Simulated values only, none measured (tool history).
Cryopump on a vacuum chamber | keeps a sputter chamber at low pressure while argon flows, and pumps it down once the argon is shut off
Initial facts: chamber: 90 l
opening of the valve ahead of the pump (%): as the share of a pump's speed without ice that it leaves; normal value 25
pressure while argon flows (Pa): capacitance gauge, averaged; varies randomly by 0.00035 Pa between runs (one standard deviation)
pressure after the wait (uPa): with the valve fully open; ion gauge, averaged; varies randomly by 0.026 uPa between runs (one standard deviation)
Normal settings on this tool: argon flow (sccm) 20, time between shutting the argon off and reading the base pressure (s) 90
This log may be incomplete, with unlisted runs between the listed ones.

run     day  argon flow (sccm)  time between shutting the argon off and reading the base pressure (s)  opening of the valve ahead of the pump (%)  pressure while argon flows (Pa)  pressure after the wait (uPa)
  1   0.000                 20                                                                     90                                          25                           0.1308                           2.13
  2   2.988                 20                                                                     90                                          25                           0.1302                           2.20
      5.558  -- pump warmed up, emptied and cooled again
  3   6.742                 20                                                                     90                                          25                           0.1261                           2.00
  4   9.971                 20                                                                     90                                          25                           0.1258                           2.04
  5  11.688                 20                                                                     90                                          25                           0.1258                           2.03
  6  13.504                 20                                                                     90                                          25                           0.1265                           2.12
  7  16.146                 17                                                                     90                                          25                           0.1078                           2.06
  8  20.108                 17                                                                     90                                          25                           0.1086                           2.19
     20.546  -- leaking fittings of the chamber tightened, without venting
  9  22.054                 17                                                                     90                                          25                           0.1085                           1.22
 10  24.712                 20                                                                     90                                          25                           0.1275                           1.25
 11  26.729                 20                                                                     90                                          25                           0.1273                           1.29
 12  29.138                 20                                                                     90                                          41                           0.0792                           1.31
 13  30.871                 20                                                                     90                                          41                           0.0790                           1.29
 14  33.025                 20                                                                     90                                          41                           0.0791                           1.28
 15  35.158                 20                                                                     90                                          41                           0.0794                           1.30
 16  38.508                 20                                                                     90                                          41                           0.0796                           1.32
 17  40.162                 20                                                                     90                                          41                           0.0801                           1.37
 18  41.992                 20                                                                     90                                          41                           0.0805                           1.32
 19  44.688                 20                                                                     90                                          41                           0.0804                           1.41
 20  47.700                 20                                                                     90                                          41                           0.0807                           1.42
 21  50.604                 31                                                                    215                                          34                           0.1499                           0.96
 22  54.179                 31                                                                    215                                          34                           0.1506                           0.98
 23  56.871                 15                                                                     90                                          38                           0.0659                           1.55
 24  58.721                 15                                                                     90                                          38                           0.0660                           1.53
 25  60.725                 25                                                                     90                                          38                           0.1098                           1.58
     61.308  -- pump warmed up, emptied and cooled again
 26  63.417                  8                                                                     90                                          25                           0.0507                           1.46
 27  66.417                 10                                                                    199                                          24                           0.0661                           1.00
 28  70.196                 10                                                                     22                                          19                           0.0836                           4.08
 29  71.975                 10                                                                     22                                          43                           0.0370                           4.11
 30  74.688                 26                                                                     80                                          39                           0.1069                           1.68
 31  77.188                  9                                                                    118                                          30                           0.0476                           1.38
 32  79.933                 17                                                                    178                                          30                           0.0907                           1.16
 33  83.117                 20                                                                    198                                          15                           0.2108                           1.11
 34  85.054                 34                                                                     92                                          46                           0.1201                           1.63
 35  88.846                 20                                                                    130                                          25                           0.1287                           1.41

Consider 3 possible next runs. They are alternatives, not a sequence: every one starts from the tool as it was left by run 35. What does each give?
  A  92.562                 27                                                                     90                                          37                                ?                              ?
  B  92.562                 20                                                                    130                                          39                                ?                              ?
  C  92.562                 13                                                                     48                                          38                                ?                              ?

run  pressure while argon flows (Pa)  pressure after the wait (uPa)
  A                           0.1186                           1.66
  B                           0.0839                           1.46
  C                           0.0555                           2.46
Had the tool no hidden state, the same runs would have come out as:
run  pressure while argon flows (Pa)  pressure after the wait (uPa)
  A                           0.1139                           1.09
  B                           0.0804                           0.88
  C                           0.0533                           1.87
